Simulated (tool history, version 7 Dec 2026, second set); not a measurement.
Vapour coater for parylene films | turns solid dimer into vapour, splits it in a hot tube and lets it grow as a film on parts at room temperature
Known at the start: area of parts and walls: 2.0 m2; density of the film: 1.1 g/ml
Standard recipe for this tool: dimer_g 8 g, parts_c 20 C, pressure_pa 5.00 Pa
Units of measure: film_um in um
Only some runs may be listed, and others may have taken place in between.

run,hour,dimer_g,parts_c,pressure_pa,film_um
1,0.0,8,20,5.00,2.639
2,34.2,8,20,5.00,2.638
3,77.9,8,20,5.00,2.617
4,123.4,4,20,5.00,1.329
5,164.4,4,20,5.00,1.314
6,189.0,4,20,5.00,1.321
7,234.5,7,20,5.00,2.303
8,268.7,7,20,5.00,2.306
9,301.6,7,20,5.00,2.304
# hour 309.3: trap's valve overhauled
10,352.2,8,20,5.00,2.649
11,373.0,8,20,5.00,2.649
12,400.1,8,20,5.00,2.642
13,444.8,8,20,5.00,2.655
14,483.4,8,20,6.98,2.508
15,521.2,8,20,6.98,2.499
16,558.9,8,14,6.98,3.035
17,597.9,8,20,5.00,2.643
18,648.1,8,20,5.00,2.643
# hour 697.1: trap's valve overhauled
19,702.5,8,20,5.00,2.648
20,734.4,8,20,5.00,2.640
21,775.8,8,20,5.00,2.650
22,823.7,8,20,5.00,2.659
23,869.8,8,23,5.00,2.404
24,903.0,8,23,5.00,2.392
25,950.2,8,23,5.00,2.393
26,986.1,10,13,6.27,3.980
27,1006.4,10,16,8.73,3.414
28,1043.4,10,16,8.73,3.427
29,1069.7,11,13,3.62,4.787
# hour 1083.5: trap's valve overhauled
30,1097.2,5,15,2.29,2.187
31,1118.2,3,17,2.29,1.222
32,1157.6,8,25,5.21,2.251
33,1205.9,8,19,5.00,2.734
34,1251.4,4,19,5.00,1.368
# hour 1286.7: table's thermometer calibrated
35,1290.8,8,20,11.00,2.354
36,1331.5,7,19,4.34,2.431
37,1374.2,7,28,11.11,1.577
38,1396.4,10,28,4.43,2.588
39,1417.9,10,28,4.43,2.599
40,1457.3,4,20,5.61,1.285
# hour 1472.3: trap's valve overhauled
41,1486.5,8,20,6.49,2.535
42,1512.4,12,20,5.00,3.954
43,1560.7,8,13,5.00,3.296

The same runs without the tool's hidden state, with the same run-to-run variation:
Unlogged tool condition in this case: vapour lost through the trap's worn valve, %; true temperature of the parts over the reading, C; drift of the gauge itself on film_um, %.
run,film_um
1,2.642
2,2.641
3,2.621
4,1.331
5,1.317
6,1.325
7,2.310
8,2.314
9,2.312
10,2.649
11,2.650
12,2.643
13,2.657
14,2.511
15,2.503
16,3.040
17,2.649
18,2.650
19,2.647
20,2.640
21,2.650
22,2.661
23,2.407
24,2.395
25,2.397
26,3.987
27,3.421
28,3.435
29,4.800
30,2.185
31,1.222
32,2.250
33,2.734
34,1.368
35,2.358
36,2.436
37,1.581
38,2.595
39,2.607
40,1.290
41,2.535
42,3.955
43,3.299

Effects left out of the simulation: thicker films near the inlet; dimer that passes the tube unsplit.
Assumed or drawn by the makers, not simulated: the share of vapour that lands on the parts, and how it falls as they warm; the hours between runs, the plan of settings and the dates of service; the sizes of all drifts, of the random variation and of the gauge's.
